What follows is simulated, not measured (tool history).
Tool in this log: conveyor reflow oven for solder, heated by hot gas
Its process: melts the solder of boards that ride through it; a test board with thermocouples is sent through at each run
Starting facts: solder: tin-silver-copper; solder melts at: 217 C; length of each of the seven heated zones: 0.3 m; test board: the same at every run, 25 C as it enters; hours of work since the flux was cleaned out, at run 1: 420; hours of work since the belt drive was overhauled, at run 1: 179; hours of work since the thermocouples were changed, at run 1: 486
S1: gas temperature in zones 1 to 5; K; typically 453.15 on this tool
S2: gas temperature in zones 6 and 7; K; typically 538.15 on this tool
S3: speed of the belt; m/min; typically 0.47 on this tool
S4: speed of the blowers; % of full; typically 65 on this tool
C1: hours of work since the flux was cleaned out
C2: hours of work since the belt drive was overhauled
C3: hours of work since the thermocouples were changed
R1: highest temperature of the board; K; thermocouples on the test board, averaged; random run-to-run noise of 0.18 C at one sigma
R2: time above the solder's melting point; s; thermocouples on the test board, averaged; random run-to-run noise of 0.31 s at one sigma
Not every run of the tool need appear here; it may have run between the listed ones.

run 1 hour=0 | S1=453.15 S2=538.15 S3=0.47 S4=65 | C1=420 C2=179 C3=486 | R1=525.05 R2=59.7
run 2 hour=9.8 | S1=453.15 S2=538.15 S3=0.47 S4=65 | C1=427 C2=186 C3=493 | R1=524.35 R2=59.3
-- hour=26.7 flux residue cleaned out of gas plates and filters
run 3 hour=26.7 | S1=453.15 S2=538.15 S3=0.47 S4=65 | C1=0 C2=195 C3=502 | R1=526.85 R2=61.1
run 4 hour=33 | S1=453.15 S2=538.15 S3=0.47 S4=65 | C1=5 C2=199 C3=506 | R1=526.35 R2=61.2
run 5 hour=45.9 | S1=453.15 S2=538.15 S3=0.47 S4=65 | C1=14 C2=209 C3=515 | R1=526.75 R2=61.2
run 6 hour=53 | S1=453.15 S2=526.15 S3=0.47 S4=65 | C1=19 C2=214 C3=520 | R1=515.65 R2=53.1
run 7 hour=62 | S1=453.15 S2=538.15 S3=0.56 S4=65 | C1=25 C2=220 C3=527 | R1=520.95 R2=46.2
run 8 hour=67.8 | S1=453.15 S2=538.15 S3=0.56 S4=65 | C1=30 C2=224 C3=531 | R1=521.25 R2=46.7
run 9 hour=75.8 | S1=446.15 S2=538.15 S3=0.47 S4=65 | C1=35 C2=230 C3=537 | R1=525.65 R2=57.3
run 10 hour=86.6 | S1=443.15 S2=538.15 S3=0.47 S4=65 | C1=43 C2=238 C3=545 | R1=524.85 R2=56.1
run 11 hour=98.3 | S1=443.15 S2=538.15 S3=0.47 S4=65 | C1=52 C2=246 C3=553 | R1=524.75 R2=56.3
-- hour=103.1 belt drive overhauled, speed set with a stopwatch
run 12 hour=114.5 | S1=443.15 S2=538.15 S3=0.47 S4=65 | C1=60 C2=8 C3=562 | R1=524.65 R2=56.7
run 13 hour=122.5 | S1=465.15 S2=534.15 S3=0.531 S4=80 | C1=66 C2=14 C3=568 | R1=525.15 R2=58.4
run 14 hour=133.3 | S1=445.15 S2=546.15 S3=0.395 S4=78 | C1=74 C2=22 C3=575 | R1=539.65 R2=80.1
run 15 hour=145.2 | S1=453.15 S2=533.15 S3=0.551 S4=65 | C1=83 C2=30 C3=584 | R1=516.95 R2=44.6
-- hour=153.8 belt drive overhauled, speed set with a stopwatch, once more
run 16 hour=156.9 | S1=453.15 S2=533.15 S3=0.465 S4=90 | C1=88 C2=2 C3=590 | R1=527.35 R2=63.5
run 17 hour=164.9 | S1=466.15 S2=529.15 S3=0.551 S4=69 | C1=94 C2=8 C3=595 | R1=517.75 R2=50.2
run 18 hour=172 | S1=466.15 S2=544.15 S3=0.557 S4=65 | C1=99 C2=13 C3=600 | R1=528.75 R2=56
run 19 hour=184.9 | S1=466.15 S2=544.15 S3=0.557 S4=65 | C1=108 C2=22 C3=610 | R1=528.55 R2=55.7
run 20 hour=195.1 | S1=466.15 S2=544.15 S3=0.504 S4=82 | C1=116 C2=30 C3=617 | R1=535.75 R2=66.8
run 21 hour=205.1 | S1=466.15 S2=544.15 S3=0.43 S4=81 | C1=123 C2=37 C3=624 | R1=538.55 R2=79.8
-- hour=208.9 thermocouples of zones 6 and 7 changed
run 22 hour=212.7 | S1=453.15 S2=538.15 S3=0.47 S4=68 | C1=127 C2=41 C3=3 | R1=525.45 R2=59.4
run 23 hour=225.5 | S1=458.15 S2=538.15 S3=0.47 S4=68 | C1=136 C2=50 C3=12 | R1=526.05 R2=62
run 24 hour=236.1 | S1=453.15 S2=540.15 S3=0.47 S4=81 | C1=144 C2=58 C3=20 | R1=529.65 R2=63.7

Here are 3 independent what-if runs from the current tool condition. What would each one return?
run A hour=244.8 | S1=440.15 S2=545.15 S3=0.47 S4=74 | C1=150 C2=64 C3=26 | R1=? R2=?
run B hour=244.8 | S1=453.15 S2=528.15 S3=0.47 S4=84 | C1=150 C2=64 C3=26 | R1=? R2=?
run C hour=244.8 | S1=453.15 S2=538.15 S3=0.397 S4=73 | C1=150 C2=64 C3=26 | R1=? R2=?

run=A R1=531.15 R2=59.3
run=B R1=519.25 R2=57.6
run=C R1=530.25 R2=76.1
Stripped of hidden state, with their random variation kept, the same runs would have yielded:
run=A R1=531.95 R2=59.9
run=B R1=519.85 R2=58.3
run=C R1=530.75 R2=76.5
